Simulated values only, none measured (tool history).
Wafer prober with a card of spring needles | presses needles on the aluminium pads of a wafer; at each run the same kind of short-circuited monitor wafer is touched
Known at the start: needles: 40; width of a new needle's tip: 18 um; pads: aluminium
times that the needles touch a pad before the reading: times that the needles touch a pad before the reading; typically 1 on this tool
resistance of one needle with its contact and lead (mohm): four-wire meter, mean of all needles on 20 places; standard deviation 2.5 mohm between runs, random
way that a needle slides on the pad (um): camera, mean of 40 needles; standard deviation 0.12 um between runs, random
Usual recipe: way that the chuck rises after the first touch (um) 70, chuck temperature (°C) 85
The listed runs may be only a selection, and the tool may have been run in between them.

run,hour,way that the chuck rises after the first touch (um),chuck temperature (°C),times that the needles touch a pad before the reading,resistance of one needle with its contact and lead (mohm),way that a needle slides on the pad (um)
1,0.0,70,85,1,306,13.92
# hour 2.8: tips cleaned on abrasive film
# hour 7.3: tips cleaned on abrasive film
# hour 11.0: tips cleaned on abrasive film
# hour 15.5: tips cleaned on abrasive film
# hour 20.0: tips cleaned on abrasive film
2,20.6,70,85,1,305,14.05
# hour 24.2: tips cleaned on abrasive film
# hour 28.8: tips cleaned on abrasive film
# hour 33.3: tips cleaned on abrasive film
# hour 37.8: tips cleaned on abrasive film
3,39.5,83,85,1,309,16.60
# hour 42.2: tips cleaned on abrasive film
# hour 46.8: tips cleaned on abrasive film
# hour 50.4: tips cleaned on abrasive film
4,51.0,83,85,1,301,16.48
# hour 54.7: tips cleaned on abrasive film
# hour 58.3: tips cleaned on abrasive film
# hour 62.0: tips cleaned on abrasive film
5,62.0,83,85,1,290,16.53
# hour 65.7: tips cleaned on abrasive film
# hour 70.3: tips cleaned on abrasive film
# hour 74.8: tips cleaned on abrasive film
6,78.0,83,85,1,318,16.44
# hour 79.0: tips cleaned on abrasive film
# hour 82.6: tips cleaned on abrasive film
# hour 87.2: tips cleaned on abrasive film
# hour 91.7: tips cleaned on abrasive film
# hour 96.3: tips cleaned on abrasive film
7,99.2,83,85,1,325,16.45
# hour 100.2: tips cleaned on abrasive film
# hour 104.8: tips cleaned on abrasive film
# hour 109.3: tips cleaned on abrasive film
8,111.0,83,85,1,305,16.56
# hour 113.8: tips cleaned on abrasive film
# hour 118.3: tips cleaned on abrasive film
# hour 122.0: tips cleaned on abrasive film
# hour 126.5: tips cleaned on abrasive film
9,129.8,70,85,1,336,13.56
# hour 130.8: tips cleaned on abrasive film
# hour 135.3: tips cleaned on abrasive film
# hour 139.9: tips cleaned on abrasive film
# hour 143.5: tips cleaned on abrasive film
10,145.4,70,85,2,306,13.60
# hour 147.3: tips cleaned on abrasive film
# hour 150.9: tips cleaned on abrasive film
# hour 155.5: tips cleaned on abrasive film
11,158.7,70,85,2,322,13.73
# hour 159.7: tips cleaned on abrasive film
# hour 164.2: tips cleaned on abrasive film
# hour 164.5: height of the first contact set anew
# hour 168.2: tips cleaned on abrasive film
# hour 172.7: tips cleaned on abrasive film
12,175.5,70,85,2,309,14.52
# hour 176.5: tips cleaned on abrasive film
# hour 181.0: tips cleaned on abrasive film
# hour 185.6: tips cleaned on abrasive film
13,186.9,70,85,1,310,14.02
# hour 189.6: tips cleaned on abrasive film
# hour 194.2: tips cleaned on abrasive film
# hour 198.4: tips cleaned on abrasive film
14,198.4,64,105,1,300,13.08
# hour 202.1: tips cleaned on abrasive film
# hour 206.6: tips cleaned on abrasive film
# hour 211.2: tips cleaned on abrasive film
# hour 223.2: card fitted with new needles
# hour 227.7: tips cleaned on abrasive film
15,231.2,87,62,2,296,17.94
# hour 232.2: tips cleaned on abrasive film
# hour 236.7: tips cleaned on abrasive film
# hour 240.4: tips cleaned on abrasive film
# hour 244.9: tips cleaned on abrasive film
# hour 249.5: tips cleaned on abrasive film
# hour 253.1: tips cleaned on abrasive film
16,254.6,87,62,2,281,17.78
# hour 257.4: tips cleaned on abrasive film
# hour 261.9: tips cleaned on abrasive film
# hour 266.5: tips cleaned on abrasive film
# hour 271.0: tips cleaned on abrasive film
# hour 275.0: tips cleaned on abrasive film
17,275.0,62,43,2,279,12.61

Run 18, settings as shown, results not yet in. Your forecast:
# hour 279.5: tips cleaned on abrasive film
# hour 284.1: tips cleaned on abrasive film
# hour 287.7: tips cleaned on abrasive film
# hour 292.3: tips cleaned on abrasive film
# hour 296.2: tips cleaned on abrasive film
18,296.2,70,120,1,?,?

Run 18 measured resistance of one needle with its contact and lead (mohm) 303, way that a needle slides on the pad (um) 14.02.
On a tool with no hidden condition, and with the same random variation, this run would have come out at resistance of one needle with its contact and lead (mohm) 299, way that a needle slides on the pad (um) 14.19.
